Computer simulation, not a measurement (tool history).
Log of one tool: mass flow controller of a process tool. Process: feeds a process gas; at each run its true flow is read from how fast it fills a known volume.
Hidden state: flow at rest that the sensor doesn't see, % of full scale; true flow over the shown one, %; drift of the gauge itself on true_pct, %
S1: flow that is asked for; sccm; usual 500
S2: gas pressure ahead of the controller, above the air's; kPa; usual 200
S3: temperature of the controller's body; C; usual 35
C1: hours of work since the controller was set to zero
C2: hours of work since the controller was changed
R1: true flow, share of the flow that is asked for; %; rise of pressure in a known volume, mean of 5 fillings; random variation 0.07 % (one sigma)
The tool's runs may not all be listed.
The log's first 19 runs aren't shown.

run	hour	S1	S2	S3	C1	C2	R1
20	8204.3	500	200	23	4012	4012	98.5
21	8690	500	200	23	4181	4181	98.52
22	9087.9	500	200	23	4319	4319	98.45
23	9540.6	500	200	23	4476	4476	98.29
24	9847.4	101	200	24	4583	4583	97.46
25	10286.2	101	200	24	4735	4735	97.31
26	10549.1	220	200	35	4826	4826	98.31
27	11029.4	220	200	35	4993	4993	98.34
28	11410.8	220	200	35	5126	5126	98.39
29	11710.6	220	200	35	5230	5230	98.32
30	12220.9	150	200	38	5407	5407	98.34
31	12607	645	159	26	5541	5541	99.09
32	12830.4	645	159	26	5619	5619	99.12
33	13281.9	272	273	37	5775	5775	98.35
34	13665.5	272	240	27	5909	5909	97.89
35	13936	272	240	27	6002	6002	97.96
36	14402.6	889	200	35	6165	6165	100.33
37	14805.2	558	275	35	6304	6304	99.14
38	15359	167	270	34	6497	6497	97.89
39	15911.8	417	270	34	6689	6689	98.82
40	16138.6	417	270	34	6767	6767	98.61

Forecast each of these 3 alternatives for the next run:
A	16571.4	500	178	35	6918	6918	?
B	16571.4	212	200	30	6918	6918	?
C	16571.4	417	201	34	6918	6918	?

run	R1
A	99.15
B	98.02
C	98.89
Without the tool's hidden state the same runs would have given:
run	R1
A	99.16
B	98
C	98.9
